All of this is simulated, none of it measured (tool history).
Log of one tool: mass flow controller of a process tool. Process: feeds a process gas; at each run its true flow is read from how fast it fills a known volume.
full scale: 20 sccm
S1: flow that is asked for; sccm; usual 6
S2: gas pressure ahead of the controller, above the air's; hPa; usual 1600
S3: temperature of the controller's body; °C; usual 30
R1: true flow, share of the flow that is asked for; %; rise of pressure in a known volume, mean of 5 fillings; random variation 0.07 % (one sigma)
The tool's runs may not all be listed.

run 1 day=0.000 | S1=6 S2=1600 S3=30 | R1=98.07
run 2 day=15.375 | S1=6 S2=1600 S3=30 | R1=98.15
run 3 day=27.542 | S1=4 S2=1600 S3=30 | R1=97.83
run 4 day=40.200 | S1=11 S2=1600 S3=30 | R1=98.78
run 5 day=52.596 | S1=7 S2=1600 S3=30 | R1=98.30
run 6 day=63.671 | S1=7 S2=1600 S3=30 | R1=98.22
run 7 day=74.421 | S1=7 S2=1600 S3=30 | R1=98.19
run 8 day=87.154 | S1=7 S2=1910 S3=30 | R1=98.49
run 9 day=95.746 | S1=4 S2=1600 S3=30 | R1=97.85
run 10 day=110.271 | S1=4 S2=1600 S3=30 | R1=97.82
run 11 day=120.604 | S1=6 S2=1600 S3=30 | R1=98.05
run 12 day=134.125 | S1=6 S2=1600 S3=30 | R1=98.13
run 13 day=146.217 | S1=18 S2=1600 S3=30 | R1=99.86
run 14 day=153.121 | S1=18 S2=1600 S3=30 | R1=99.74
run 15 day=165.225 | S1=18 S2=1600 S3=30 | R1=99.67
run 16 day=175.588 | S1=6 S2=1600 S3=36 | R1=98.32
run 17 day=182.500 | S1=6 S2=1600 S3=36 | R1=98.22
run 18 day=190.279 | S1=9 S2=1600 S3=29 | R1=98.41
run 19 day=197.675 | S1=9 S2=1600 S3=32 | R1=98.52
run 20 day=207.775 | S1=17 S2=1480 S3=27 | R1=99.31
run 21 day=222.629 | S1=17 S2=1480 S3=27 | R1=99.53
run 22 day=230.512 | S1=6 S2=1560 S3=21 | R1=98.02
run 23 day=241.808 | S1=15 S2=1620 S3=40 | R1=99.53
run 24 day=254.162 | S1=15 S2=1620 S3=40 | R1=99.68
run 25 day=267.604 | S1=15 S2=1620 S3=40 | R1=99.65
run 26 day=280.375 | S1=9 S2=1600 S3=30 | R1=98.48
run 27 day=288.946 | S1=9 S2=1600 S3=30 | R1=98.46
run 28 day=299.538 | S1=9 S2=1600 S3=30 | R1=98.49
run 29 day=309.538 | S1=4 S2=2430 S3=33 | R1=98.31
run 30 day=322.325 | S1=4 S2=2500 S3=24 | R1=98.05
run 31 day=334.100 | S1=6 S2=1740 S3=33 | R1=98.37
run 32 day=344.262 | S1=8 S2=1430 S3=30 | R1=98.32
run 33 day=356.192 | S1=8 S2=1430 S3=30 | R1=98.24

3 ways to go on from here, each from the tool as it stands after run 33. What would each give?
run A day=366.467 | S1=8 S2=2380 S3=30 | R1=?
run B day=366.467 | S1=4 S2=1980 S3=24 | R1=?
run C day=366.467 | S1=5 S2=2240 S3=30 | R1=?

run=A R1=98.70
run=B R1=97.73
run=C R1=98.19
Without the tool's hidden state the same runs would have given:
run=A R1=98.70
run=B R1=97.75
run=C R1=98.20
